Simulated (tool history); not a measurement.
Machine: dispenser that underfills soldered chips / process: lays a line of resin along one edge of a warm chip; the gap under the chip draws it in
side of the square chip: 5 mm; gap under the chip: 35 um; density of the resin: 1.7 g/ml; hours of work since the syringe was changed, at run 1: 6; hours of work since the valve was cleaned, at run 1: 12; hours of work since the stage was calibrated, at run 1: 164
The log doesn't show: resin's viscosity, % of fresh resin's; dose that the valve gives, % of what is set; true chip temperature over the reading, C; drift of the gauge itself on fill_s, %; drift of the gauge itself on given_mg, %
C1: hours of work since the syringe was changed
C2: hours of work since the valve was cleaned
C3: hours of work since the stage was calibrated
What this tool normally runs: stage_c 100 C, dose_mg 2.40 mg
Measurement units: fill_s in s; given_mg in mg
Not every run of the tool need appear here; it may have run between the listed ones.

{"run": 1, "hour": 0.0, "stage_c": 100, "dose_mg": 2.4, "C1": 6, "C2": 12, "C3": 164, "fill_s": 31.5, "given_mg": 2.393}
{"hour": 2.0, "done": "new syringe of resin"}
{"run": 2, "hour": 5.4, "stage_c": 100, "dose_mg": 2.4, "C1": 2, "C2": 16, "C3": 167, "fill_s": 25.7, "given_mg": 2.388}
{"hour": 12.1, "done": "new syringe of resin"}
{"run": 3, "hour": 15.0, "stage_c": 100, "dose_mg": 2.4, "C1": 2, "C2": 22, "C3": 174, "fill_s": 25.1, "given_mg": 2.372}
{"hour": 22.6, "done": "new syringe of resin"}
{"run": 4, "hour": 24.0, "stage_c": 100, "dose_mg": 2.1, "C1": 1, "C2": 28, "C3": 180, "fill_s": 24.4, "given_mg": 2.084}
{"hour": 33.0, "done": "new syringe of resin"}
{"run": 5, "hour": 33.0, "stage_c": 100, "dose_mg": 2.1, "C1": 0, "C2": 34, "C3": 186, "fill_s": 23.1, "given_mg": 2.069}
{"run": 6, "hour": 41.8, "stage_c": 100, "dose_mg": 2.4, "C1": 6, "C2": 40, "C3": 192, "fill_s": 31.8, "given_mg": 2.345}
{"hour": 43.5, "done": "new syringe of resin"}
{"run": 7, "hour": 47.0, "stage_c": 100, "dose_mg": 2.4, "C1": 2, "C2": 44, "C3": 195, "fill_s": 25.7, "given_mg": 2.358}
{"hour": 54.0, "done": "new syringe of resin"}
{"run": 8, "hour": 54.0, "stage_c": 100, "dose_mg": 2.4, "C1": 0, "C2": 48, "C3": 200, "fill_s": 22.8, "given_mg": 2.332}
{"run": 9, "hour": 62.6, "stage_c": 100, "dose_mg": 2.4, "C1": 6, "C2": 54, "C3": 206, "fill_s": 32.9, "given_mg": 2.342}
{"hour": 64.7, "done": "new syringe of resin"}
{"run": 10, "hour": 72.3, "stage_c": 100, "dose_mg": 2.4, "C1": 5, "C2": 61, "C3": 212, "fill_s": 30.6, "given_mg": 2.323}
{"hour": 75.1, "done": "new syringe of resin"}
{"run": 11, "hour": 81.0, "stage_c": 100, "dose_mg": 2.4, "C1": 4, "C2": 67, "C3": 218, "fill_s": 29.4, "given_mg": 2.318}
{"hour": 85.4, "done": "new syringe of resin"}
{"run": 12, "hour": 88.7, "stage_c": 100, "dose_mg": 2.4, "C1": 2, "C2": 72, "C3": 223, "fill_s": 26.1, "given_mg": 2.316}

For run 13, what comes out?
{"hour": 96.0, "done": "new syringe of resin"}
{"run": 13, "hour": 97.8, "stage_c": 93, "dose_mg": 2.54, "C1": 1, "C2": 78, "C3": 229, "fill_s": "?", "given_mg": "?"}

{"run 13": {"fill_s": 33.3, "given_mg": 2.439}}
With no hidden state in the tool, this same run would have given fill_s 28.6 s, given_mg 2.536 mg.

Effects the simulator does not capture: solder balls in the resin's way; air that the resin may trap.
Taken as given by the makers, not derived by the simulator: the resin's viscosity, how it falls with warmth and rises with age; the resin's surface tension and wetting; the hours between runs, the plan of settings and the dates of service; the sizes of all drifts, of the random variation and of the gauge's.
